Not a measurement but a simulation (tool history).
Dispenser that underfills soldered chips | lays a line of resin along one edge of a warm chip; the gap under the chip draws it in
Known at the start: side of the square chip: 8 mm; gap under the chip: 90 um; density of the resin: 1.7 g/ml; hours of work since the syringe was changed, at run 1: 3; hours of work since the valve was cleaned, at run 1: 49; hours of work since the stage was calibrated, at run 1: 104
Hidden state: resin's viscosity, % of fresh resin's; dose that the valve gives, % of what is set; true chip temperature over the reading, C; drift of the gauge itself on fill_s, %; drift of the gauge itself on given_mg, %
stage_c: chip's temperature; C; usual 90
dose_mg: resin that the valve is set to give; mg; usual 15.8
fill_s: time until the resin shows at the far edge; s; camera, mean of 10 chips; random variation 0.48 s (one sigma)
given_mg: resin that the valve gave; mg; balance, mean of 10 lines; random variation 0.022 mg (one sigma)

run	hour	stage_c	dose_mg	hours of work since the syringe was changed	hours of work since the valve was cleaned	hours of work since the stage was calibrated	fill_s	given_mg
1	0	90	15.8	3	49	104	45.7	15.52
# hour 4.3: new syringe of resin
# hour 5.3: dispensing valve cleaned and set on the balance
2	5.4	96	15.8	0	0	107	31.3	15.78
3	8.1	96	15.8	2	2	109	34.8	15.74
4	13.4	96	15.8	6	6	113	45.6	15.75
# hour 14.2: new syringe of resin
5	18.5	96	15.8	3	10	117	37.4	15.7
6	22.4	96	15.8	6	13	119	44.1	15.68
# hour 23.1: new syringe of resin
7	25.8	100	15.8	2	15	122	30.5	15.67
8	28.5	100	15.8	4	17	124	34.6	15.68
# hour 32.2: new syringe of resin
9	33	80	15.8	1	21	127	49.7	15.63
10	37.2	80	15.8	4	24	130	58.9	15.62
11	39.9	90	14.7	6	26	132	50.5	14.52
# hour 41.2: new syringe of resin
12	44.7	90	14.7	3	29	136	42.3	14.51
# hour 50.1: new syringe of resin
13	50.1	90	15.8	0	33	140	36.4	15.57
14	55.1	90	15.8	4	37	144	45.2	15.5
15	57.8	90	20.1	6	39	146	51.2	19.72
# hour 59.1: new syringe of resin
16	61.6	90	20.1	2	42	148	40.2	19.7
17	64.7	76	16.2	4	44	151	69.4	15.85
# hour 68: new syringe of resin
18	69.2	100	16.2	1	48	154	28.8	15.83
19	71.8	90	18.4	3	50	156	42.5	18.01
# hour 76.2: dispensing valve cleaned and set on the balance
20	76.2	85	20.4	6	0	159	55.9	20.42
# hour 77.8: new syringe of resin
21	80.7	85	20.4	2	3	162	47.8	20.37
22	83.1	85	20.4	4	5	164	52	20.4
# hour 86.7: new syringe of resin
23	87.3	85	20.4	1	8	167	42	20.33
24	92.3	85	20.4	4	12	171	52.3	20.31
# hour 95.7: new syringe of resin
25	97.3	86	15	1	16	174	43	14.92
26	100.3	83	19.8	4	18	177	52.4	19.67
27	103.5	78	16.2	6	20	179	71.8	16.06
# hour 104.9: new syringe of resin
28	107.9	105	15.3	2	23	182	28	15.14

5 ways to go on from here, each from the tool as it stands after run 28. What would each give?
A	111.9	83	15.4	5	27	185	?	?
B	111.9	78	20.1	5	27	185	?	?
C	111.9	105	15.1	5	27	185	?	?
D	111.9	79	19.6	5	27	185	?	?
E	111.9	103	15.5	5	27	185	?	?

run	fill_s	given_mg
A	61.6	15.24
B	69.2	19.94
C	33.7	14.95
D	66.6	19.4
E	35.9	15.35
Without the tool's hidden state the same runs would have given:
run	fill_s	given_mg
A	45.9	15.4
B	51.3	20.14
C	24.9	15.1
D	49.5	19.59
E	26.6	15.5

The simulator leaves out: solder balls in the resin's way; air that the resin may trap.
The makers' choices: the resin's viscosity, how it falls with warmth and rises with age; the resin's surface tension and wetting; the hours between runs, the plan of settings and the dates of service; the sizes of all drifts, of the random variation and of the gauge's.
